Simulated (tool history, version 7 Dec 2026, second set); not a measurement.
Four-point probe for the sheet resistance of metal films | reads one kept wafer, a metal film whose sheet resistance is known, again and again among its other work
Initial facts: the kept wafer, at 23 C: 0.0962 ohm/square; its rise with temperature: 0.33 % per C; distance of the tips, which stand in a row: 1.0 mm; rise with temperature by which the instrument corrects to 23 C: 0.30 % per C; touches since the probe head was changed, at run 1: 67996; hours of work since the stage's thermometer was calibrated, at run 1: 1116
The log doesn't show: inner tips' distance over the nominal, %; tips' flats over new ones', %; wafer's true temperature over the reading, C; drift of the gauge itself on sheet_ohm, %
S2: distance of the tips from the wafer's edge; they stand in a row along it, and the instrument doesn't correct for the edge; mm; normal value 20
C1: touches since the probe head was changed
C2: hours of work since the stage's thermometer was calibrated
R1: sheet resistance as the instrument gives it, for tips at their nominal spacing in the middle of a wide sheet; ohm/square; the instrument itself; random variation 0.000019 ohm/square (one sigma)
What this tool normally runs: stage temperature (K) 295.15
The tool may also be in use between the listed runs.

run 1 day=0.000 | stage_temperature_(K)=295.15 S2=20 | C1=67996 C2=1116 | R1=0.094997
run 2 day=3.300 | stage_temperature_(K)=295.15 S2=20 | C1=71334 C2=1174 | R1=0.094963
-- day=7.196 stage's thermometer calibrated
run 3 day=7.196 | stage_temperature_(K)=295.15 S2=20 | C1=75258 C2=0 | R1=0.094875
run 4 day=9.617 | stage_temperature_(K)=292.15 S2=20 | C1=77709 C2=43 | R1=0.094742
run 5 day=11.571 | stage_temperature_(K)=306.15 S2=20 | C1=79689 C2=77 | R1=0.095183
run 6 day=16.017 | stage_temperature_(K)=305.15 S2=20 | C1=84189 C2=156 | R1=0.095106
run 7 day=18.962 | stage_temperature_(K)=295.15 S2=31 | C1=87171 C2=208 | R1=0.094746
run 8 day=22.808 | stage_temperature_(K)=295.15 S2=31 | C1=91065 C2=276 | R1=0.094683
run 9 day=25.204 | stage_temperature_(K)=295.15 S2=31 | C1=93492 C2=318 | R1=0.094631
-- day=26.046 stage's thermometer calibrated, once more
run 10 day=28.900 | stage_temperature_(K)=295.15 S2=10 | C1=97212 C2=50 | R1=0.095272
run 11 day=31.883 | stage_temperature_(K)=295.15 S2=10 | C1=100232 C2=103 | R1=0.095250
run 12 day=33.875 | stage_temperature_(K)=295.15 S2=10 | C1=102246 C2=138 | R1=0.095214
run 13 day=36.642 | stage_temperature_(K)=295.15 S2=16 | C1=105048 C2=187 | R1=0.094920
run 14 day=39.162 | stage_temperature_(K)=295.15 S2=16 | C1=107602 C2=232 | R1=0.094905
run 15 day=41.346 | stage_temperature_(K)=295.15 S2=16 | C1=109809 C2=270 | R1=0.094854
run 16 day=43.729 | stage_temperature_(K)=291.15 S2=20 | C1=112224 C2=312 | R1=0.094623
run 17 day=48.292 | stage_temperature_(K)=297.15 S2=8 | C1=116841 C2=393 | R1=0.095435
run 18 day=50.446 | stage_temperature_(K)=291.15 S2=13 | C1=119023 C2=431 | R1=0.094768
run 19 day=52.292 | stage_temperature_(K)=291.15 S2=9 | C1=120894 C2=464 | R1=0.095053
run 20 day=55.046 | stage_temperature_(K)=291.15 S2=9 | C1=123682 C2=512 | R1=0.095028
run 21 day=59.250 | stage_temperature_(K)=293.15 S2=9 | C1=127934 C2=586 | R1=0.095036
run 22 day=61.892 | stage_temperature_(K)=293.15 S2=9 | C1=130611 C2=633 | R1=0.095043
run 23 day=64.725 | stage_temperature_(K)=305.15 S2=8 | C1=133480 C2=683 | R1=0.095551
run 24 day=67.375 | stage_temperature_(K)=305.15 S2=10 | C1=136162 C2=730 | R1=0.095222
run 25 day=69.783 | stage_temperature_(K)=305.15 S2=10 | C1=138599 C2=773 | R1=0.095194

What if the next run were any one of these 3? Each begins from the tool's condition after run 25:
run A day=72.679 | stage_temperature_(K)=301.15 S2=6 | C1=141532 C2=824 | R1=?
run B day=72.679 | stage_temperature_(K)=297.15 S2=10 | C1=141532 C2=824 | R1=?
run C day=72.679 | stage_temperature_(K)=297.15 S2=64 | C1=141532 C2=824 | R1=?

run=A R1=0.095954
run=B R1=0.094946
run=C R1=0.094459
Take away the tool's hidden state, keep each run's random variation, and the runs would have read:
run=A R1=0.097788
run=B R1=0.096763
run=C R1=0.096267
